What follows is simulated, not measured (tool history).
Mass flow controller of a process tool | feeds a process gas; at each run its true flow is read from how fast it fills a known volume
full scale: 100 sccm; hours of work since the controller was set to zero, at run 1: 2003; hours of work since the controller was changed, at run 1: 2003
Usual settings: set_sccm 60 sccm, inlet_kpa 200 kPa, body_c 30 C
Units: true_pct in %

run,hour,set_sccm,inlet_kpa,body_c,hours of work since the controller was set to zero,hours of work since the controller was changed,true_pct
1,0,60,200,30,2003,2003,98.61
2,169.2,60,200,30,2079,2079,98.41
3,292.1,60,200,30,2134,2134,98.3
4,445.8,60,200,30,2203,2203,98.05
5,610.7,60,200,30,2277,2277,97.89
6,725.9,60,200,30,2329,2329,97.61
7,824.6,60,244,30,2373,2373,97.77
8,987.8,60,244,30,2447,2447,97.49
9,1173.1,21,200,30,2530,2530,96.38
10,1391.1,60,200,30,2628,2628,97.03
11,1536.6,60,200,30,2694,2694,96.59
12,1676.5,97,269,25,2757,2757,98.07
13,1806.7,97,269,25,2815,2815,98.02
14,1968.4,20,221,27,2888,2888,95.72
# hour 2044.5: gauge calibrated
15,2195,20,221,27,2990,2990,97.92
16,2381.6,22,200,34,3074,3074,96.87
17,2505.2,14,200,24,3130,3130,97.71
18,2602.3,14,200,24,3173,3173,97.65
19,2821.5,14,200,24,3272,3272,97.33
20,3027.4,14,200,24,3364,3364,97.17
21,3122.6,14,200,24,3407,3407,97.05
22,3314.1,60,146,21,3493,3493,97.94

Hidden state or all else? Some run-to-run changes of true_pct, split into what the settings, what came in and random variation would give without the hidden state, and what is left for the hidden state (with any gauge scatter that isn't in both results):
The hidden state here: flow at rest that the sensor doesn't see, % of full scale; true flow over the shown one, %; drift of the gauge itself on true_pct, %.
Run 9 -> 10: set_sccm 21 -> 60. true_pct +0.65 %: hidden state -0.27, all else +0.92.
Run 13 -> 14: set_sccm 97 -> 20, inlet_kpa 269 -> 221, body_c 25 -> 27. true_pct -2.3 %: hidden state -0.14, all else -2.16.
Run 14 -> 15: gauge calibrated. true_pct +2.2 %: hidden state +2.14, all else +0.06.
